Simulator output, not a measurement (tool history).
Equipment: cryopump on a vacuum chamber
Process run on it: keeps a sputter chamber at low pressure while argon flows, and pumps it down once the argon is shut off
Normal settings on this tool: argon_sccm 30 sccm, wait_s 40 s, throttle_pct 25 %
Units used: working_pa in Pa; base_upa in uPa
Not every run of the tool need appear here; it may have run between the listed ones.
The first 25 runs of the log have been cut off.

{"run": 26, "hour": 476.5, "argon_sccm": 32, "wait_s": 37, "throttle_pct": 25, "working_pa": 0.1065, "base_upa": 1.2}
{"run": 27, "hour": 488.3, "argon_sccm": 30, "wait_s": 23, "throttle_pct": 24, "working_pa": 0.1041, "base_upa": 1.53}
{"run": 28, "hour": 510.7, "argon_sccm": 15, "wait_s": 29, "throttle_pct": 40, "working_pa": 0.0319, "base_upa": 1.33}
{"run": 29, "hour": 525.2, "argon_sccm": 43, "wait_s": 73, "throttle_pct": 29, "working_pa": 0.1246, "base_upa": 0.99}
{"run": 30, "hour": 543.2, "argon_sccm": 56, "wait_s": 73, "throttle_pct": 53, "working_pa": 0.0894, "base_upa": 0.98}
{"run": 31, "hour": 560.8, "argon_sccm": 55, "wait_s": 35, "throttle_pct": 59, "working_pa": 0.0797, "base_upa": 1.25}
{"run": 32, "hour": 579.9, "argon_sccm": 55, "wait_s": 35, "throttle_pct": 59, "working_pa": 0.0793, "base_upa": 1.22}
{"run": 33, "hour": 595.9, "argon_sccm": 55, "wait_s": 35, "throttle_pct": 59, "working_pa": 0.079, "base_upa": 1.28}
{"run": 34, "hour": 615.1, "argon_sccm": 21, "wait_s": 40, "throttle_pct": 21, "working_pa": 0.0827, "base_upa": 1.16}

4 options for the next run, each taken on its own from the tool as it stands now. Forecast them:
{"run": "A", "hour": 640.6, "argon_sccm": 31, "wait_s": 54, "throttle_pct": 21, "working_pa": "?", "base_upa": "?"}
{"run": "B", "hour": 640.6, "argon_sccm": 39, "wait_s": 40, "throttle_pct": 17, "working_pa": "?", "base_upa": "?"}
{"run": "C", "hour": 640.6, "argon_sccm": 21, "wait_s": 223, "throttle_pct": 16, "working_pa": "?", "base_upa": "?"}
{"run": "D", "hour": 640.6, "argon_sccm": 14, "wait_s": 40, "throttle_pct": 21, "working_pa": "?", "base_upa": "?"}

run=A working_pa=0.123 base_upa=1.06
run=B working_pa=0.1921 base_upa=1.21
run=C working_pa=0.1096 base_upa=0.84
run=D working_pa=0.0565 base_upa=1.26
Had the tool no hidden state, the same runs would have come out as:
run=A working_pa=0.1212 base_upa=0.45
run=B working_pa=0.1898 base_upa=0.61
run=C working_pa=0.1084 base_upa=0.23
run=D working_pa=0.0557 base_upa=0.64
